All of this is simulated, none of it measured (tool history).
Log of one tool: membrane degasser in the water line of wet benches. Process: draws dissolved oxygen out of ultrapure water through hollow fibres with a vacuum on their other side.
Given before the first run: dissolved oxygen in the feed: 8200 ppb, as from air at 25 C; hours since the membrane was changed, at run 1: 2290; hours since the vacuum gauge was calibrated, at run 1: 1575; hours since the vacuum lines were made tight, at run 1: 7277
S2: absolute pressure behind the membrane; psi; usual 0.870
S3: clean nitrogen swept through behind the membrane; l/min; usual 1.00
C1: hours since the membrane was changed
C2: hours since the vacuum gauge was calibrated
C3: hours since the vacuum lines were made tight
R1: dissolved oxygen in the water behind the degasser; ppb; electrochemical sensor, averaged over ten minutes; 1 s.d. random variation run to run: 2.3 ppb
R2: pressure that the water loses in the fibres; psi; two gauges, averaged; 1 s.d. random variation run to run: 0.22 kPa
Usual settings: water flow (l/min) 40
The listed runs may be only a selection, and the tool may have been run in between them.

run 1 hour=0.0 | water_flow_(l/min)=40 S2=0.870 S3=1.00 | C1=2290 C2=1575 C3=7277 | R1=236.9 R2=7.812
run 2 hour=36.9 | water_flow_(l/min)=40 S2=0.870 S3=1.00 | C1=2327 C2=1612 C3=7314 | R1=238.3 R2=7.794
run 3 hour=64.9 | water_flow_(l/min)=40 S2=0.870 S3=1.00 | C1=2355 C2=1640 C3=7342 | R1=233.3 R2=7.764
run 4 hour=111.7 | water_flow_(l/min)=40 S2=0.870 S3=1.00 | C1=2401 C2=1687 C3=7389 | R1=229.9 R2=7.831
run 5 hour=157.3 | water_flow_(l/min)=40 S2=0.824 S3=1.00 | C1=2447 C2=1732 C3=7435 | R1=208.5 R2=7.842
run 6 hour=203.3 | water_flow_(l/min)=40 S2=0.824 S3=1.00 | C1=2493 C2=1778 C3=7481 | R1=212.5 R2=7.838
run 7 hour=257.4 | water_flow_(l/min)=40 S2=0.824 S3=1.00 | C1=2547 C2=1832 C3=7535 | R1=211.2 R2=7.802
run 8 hour=297.0 | water_flow_(l/min)=40 S2=1.323 S3=1.00 | C1=2587 C2=1872 C3=7574 | R1=471.1 R2=7.825
run 9 hour=329.2 | water_flow_(l/min)=40 S2=0.870 S3=1.00 | C1=2619 C2=1904 C3=7607 | R1=238.4 R2=7.826
run 10 hour=388.9 | water_flow_(l/min)=32 S2=0.870 S3=1.00 | C1=2679 C2=1964 C3=7666 | R1=188.7 R2=6.221
run 11 hour=450.6 | water_flow_(l/min)=32 S2=0.870 S3=1.00 | C1=2740 C2=2026 C3=7728 | R1=192.4 R2=6.248
run 12 hour=505.0 | water_flow_(l/min)=32 S2=0.870 S3=1.00 | C1=2795 C2=2080 C3=7782 | R1=193.3 R2=6.250
run 13 hour=551.1 | water_flow_(l/min)=40 S2=1.646 S3=1.00 | C1=2841 C2=2126 C3=7828 | R1=632.6 R2=7.793
run 14 hour=578.7 | water_flow_(l/min)=40 S2=1.646 S3=1.00 | C1=2868 C2=2154 C3=7856 | R1=627.1 R2=7.800
run 15 hour=632.9 | water_flow_(l/min)=40 S2=0.870 S3=1.39 | C1=2923 C2=2208 C3=7910 | R1=182.1 R2=7.841
run 16 hour=668.5 | water_flow_(l/min)=40 S2=0.870 S3=1.39 | C1=2958 C2=2243 C3=7946 | R1=184.1 R2=7.823
run 17 hour=721.0 | water_flow_(l/min)=40 S2=1.787 S3=1.62 | C1=3011 C2=2296 C3=7998 | R1=486.2 R2=7.812
run 18 hour=770.8 | water_flow_(l/min)=24 S2=0.870 S3=2.02 | C1=3060 C2=2346 C3=8048 | R1=79.9 R2=4.675
run 19 hour=830.1 | water_flow_(l/min)=40 S2=1.925 S3=1.18 | C1=3120 C2=2405 C3=8107 | R1=670.2 R2=7.775
run 20 hour=871.8 | water_flow_(l/min)=40 S2=0.975 S3=0.68 | C1=3162 C2=2447 C3=8149 | R1=387.4 R2=7.823
run 21 hour=904.6 | water_flow_(l/min)=44 S2=0.870 S3=1.00 | C1=3194 C2=2480 C3=8182 | R1=262.6 R2=8.588
run 22 hour=947.0 | water_flow_(l/min)=25 S2=0.870 S3=2.87 | C1=3237 C2=2522 C3=8224 | R1=60.6 R2=4.895
run 23 hour=991.4 | water_flow_(l/min)=31 S2=1.389 S3=0.51 | C1=3281 C2=2566 C3=8269 | R1=663.5 R2=6.035
run 24 hour=1058.0 | water_flow_(l/min)=31 S2=1.389 S3=0.51 | C1=3348 C2=2633 C3=8335 | R1=661.0 R2=6.092
run 25 hour=1097.8 | water_flow_(l/min)=31 S2=1.389 S3=0.51 | C1=3387 C2=2673 C3=8375 | R1=660.2 R2=6.061
run 26 hour=1129.1 | water_flow_(l/min)=53 S2=0.545 S3=1.87 | C1=3419 C2=2704 C3=8406 | R1=88.7 R2=10.343
run 27 hour=1160.8 | water_flow_(l/min)=57 S2=1.082 S3=0.48 | C1=3450 C2=2736 C3=8438 | R1=754.6 R2=11.127
run 28 hour=1226.1 | water_flow_(l/min)=57 S2=1.447 S3=0.48 | C1=3516 C2=2801 C3=8503 | R1=1123.8 R2=11.148
run 29 hour=1269.0 | water_flow_(l/min)=25 S2=1.252 S3=1.00 | C1=3559 C2=2844 C3=8546 | R1=291.5 R2=4.931
run 30 hour=1333.9 | water_flow_(l/min)=31 S2=0.870 S3=0.45 | C1=3624 C2=2909 C3=8611 | R1=333.4 R2=6.060
run 31 hour=1380.2 | water_flow_(l/min)=42 S2=0.661 S3=0.85 | C1=3670 C2=2955 C3=8658 | R1=151.9 R2=8.229
run 32 hour=1425.6 | water_flow_(l/min)=41 S2=1.714 S3=0.46 | C1=3715 C2=3001 C3=8703 | R1=1137.6 R2=8.042

Table of differences, measured result less the result of that run with no hidden state. Run-to-run variation is the same in both. Gauge scatter possibly is not:
The hidden state here: membrane still open, %; true pressure behind the membrane over the reading, kPa; air that leaks in behind the membrane, l/min; drift of the gauge itself on oxygen_ppb, %; drift of the gauge itself on loss_of_pressure_kpa, %.
run=1 R1=+3.5 R2=+0.061
run=2 R1=+3.6 R2=+0.062
run=3 R1=+3.6 R2=+0.062
run=4 R1=+3.6 R2=+0.065
run=5 R1=+3.8 R2=+0.065
run=6 R1=+3.9 R2=+0.067
run=7 R1=+4.0 R2=+0.068
run=8 R1=+4.4 R2=+0.068
run=9 R1=+4.1 R2=+0.070
run=10 R1=+3.8 R2=+0.057
run=11 R1=+4.0 R2=+0.058
run=12 R1=+4.1 R2=+0.061
run=13 R1=+5.1 R2=+0.075
run=14 R1=+5.1 R2=+0.077
run=15 R1=+4.4 R2=+0.078
run=16 R1=+4.5 R2=+0.080
run=17 R1=+6.4 R2=+0.081
run=18 R1=+3.0 R2=+0.048
run=19 R1=+6.4 R2=+0.084
run=20 R1=+4.5 R2=+0.084
run=21 R1=+5.6 R2=+0.094
run=22 R1=+2.5 R2=+0.054
run=23 R1=+1.8 R2=+0.068
run=24 R1=+1.9 R2=+0.070
run=25 R1=+1.9 R2=+0.071
run=26 R1=+6.5 R2=+0.122
run=27 R1=+3.7 R2=+0.133
run=28 R1=-1.0 R2=+0.135
run=29 R1=+6.2 R2=+0.059
run=30 R1=+3.9 R2=+0.077
run=31 R1=+6.8 R2=+0.104
run=32 R1=-3.5 R2=+0.103
